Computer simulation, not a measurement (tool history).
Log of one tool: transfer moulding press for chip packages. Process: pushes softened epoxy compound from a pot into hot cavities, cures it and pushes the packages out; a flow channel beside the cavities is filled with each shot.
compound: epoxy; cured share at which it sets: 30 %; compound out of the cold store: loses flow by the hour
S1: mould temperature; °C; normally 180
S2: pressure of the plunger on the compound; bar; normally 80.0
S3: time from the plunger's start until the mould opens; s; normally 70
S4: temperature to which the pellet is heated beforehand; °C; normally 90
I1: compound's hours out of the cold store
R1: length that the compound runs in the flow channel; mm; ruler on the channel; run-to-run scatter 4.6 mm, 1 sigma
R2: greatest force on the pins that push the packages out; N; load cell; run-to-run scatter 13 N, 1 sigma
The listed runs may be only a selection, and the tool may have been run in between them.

| run | hour | S1 | S2 | S3 | S4 | I1 | R1 | R2 |
|---|---|---|---|---|---|---|---|---|
| 1 | 0.0 | 180 | 80.0 | 70 | 90 | 26.5 | 821 | 641 |
| 2 | 21.2 | 180 | 80.0 | 70 | 90 | 44.4 | 745 | 903 |
| 3 | 40.6 | 180 | 80.0 | 70 | 86 | 42.7 | 750 | 1072 |
| 4 | 55.5 | 180 | 80.0 | 70 | 86 | 46.1 | 737 | 1164 |
|  | 69.9 | cavities cleaned with cleaning compound and waxed |
| 5 | 84.3 | 180 | 80.0 | 70 | 86 | 11.4 | 853 | 897 |
| 6 | 102.4 | 180 | 80.0 | 70 | 86 | 10.6 | 850 | 1092 |
| 7 | 121.5 | 187 | 80.0 | 70 | 90 | 22.1 | 800 | 868 |
| 8 | 137.2 | 174 | 80.0 | 70 | 90 | 38.7 | 759 | 1801 |
|  | 140.0 | cavities cleaned with cleaning compound and waxed |
|  | 152.5 | plunger's sealing rings changed |
| 9 | 163.1 | 174 | 80.0 | 70 | 90 | 27.5 | 816 | 1297 |
| 10 | 182.7 | 180 | 84.9 | 70 | 90 | 18.4 | 860 | 1129 |
| 11 | 208.3 | 180 | 84.9 | 70 | 90 | 23.3 | 841 | 1243 |
|  | 213.9 | cavities cleaned with cleaning compound and waxed |
| 12 | 232.8 | 179 | 84.9 | 70 | 90 | 28.3 | 822 | 961 |
| 13 | 244.1 | 179 | 84.9 | 70 | 90 | 8.7 | 888 | 1133 |
| 14 | 263.9 | 179 | 84.9 | 70 | 90 | 26.8 | 820 | 1231 |
|  | 283.9 | cavities cleaned with cleaning compound and waxed |
| 15 | 284.7 | 179 | 84.9 | 70 | 90 | 18.1 | 845 | 692 |
| 16 | 299.3 | 180 | 81.7 | 70 | 98 | 33.0 | 774 | 789 |
|  | 308.2 | mould's thermocouples calibrated |
| 17 | 313.7 | 187 | 80.0 | 70 | 91 | 30.4 | 763 | 695 |
|  | 324.2 | plunger's sealing rings changed |
| 18 | 333.0 | 180 | 70.0 | 70 | 90 | 11.4 | 810 | 1264 |
| 19 | 351.8 | 180 | 70.0 | 70 | 90 | 29.1 | 744 | 1259 |
|  | 358.5 | cavities cleaned with cleaning compound and waxed |
| 20 | 371.6 | 173 | 80.0 | 70 | 86 | 45.4 | 750 | 1254 |
| 21 | 397.8 | 173 | 80.0 | 70 | 86 | 8.8 | 882 | 1837 |
| 22 | 423.3 | 173 | 80.0 | 70 | 96 | 12.4 | 868 | 1907 |
|  | 428.9 | cavities cleaned with cleaning compound and waxed |
| 23 | 438.7 | 187 | 80.0 | 84 | 90 | 11.5 | 835 | 470 |
| 24 | 458.4 | 187 | 80.0 | 84 | 90 | 42.5 | 730 | 619 |
| 25 | 475.4 | 180 | 80.0 | 78 | 90 | 34.1 | 773 | 884 |
| 26 | 487.6 | 180 | 80.0 | 78 | 90 | 9.4 | 852 | 998 |
|  | 492.9 | plunger's sealing rings changed |
|  | 502.3 | cavities cleaned with cleaning compound and waxed |
| 27 | 503.1 | 180 | 80.0 | 78 | 94 | 44.9 | 756 | 508 |

Pick out some run-to-run changes in R1. Of each, how much would a tool without hidden state show as well, from the settings, what came in and chance, and how much is left for the hidden state and any gauge scatter not in both results compared?
What the log doesn't record here: true mould temperature over the reading, C; pressure that reaches the compound, % of what is set; grip of the stained cavities, % over clean ones'; drift of the gauge itself on flow_mm, %; drift of the gauge itself on push_out_n, %.
Run 4 -> 5: cavities cleaned with cleaning compound and waxed. R1 +116 mm: hidden state -8, all else +124.
Run 8 -> 9: cavities cleaned with cleaning compound and waxed, plunger's sealing rings changed. R1 +57 mm: hidden state +26, all else +31.
Run 20 -> 21: settings left as they were, no log entry in between. R1 +132 mm: hidden state -7, all else +139.
Run 26 -> 27: S4 90 -> 94, plunger's sealing rings changed, cavities cleaned with cleaning compound and waxed. R1 -96 mm: hidden state +28, all else -124.
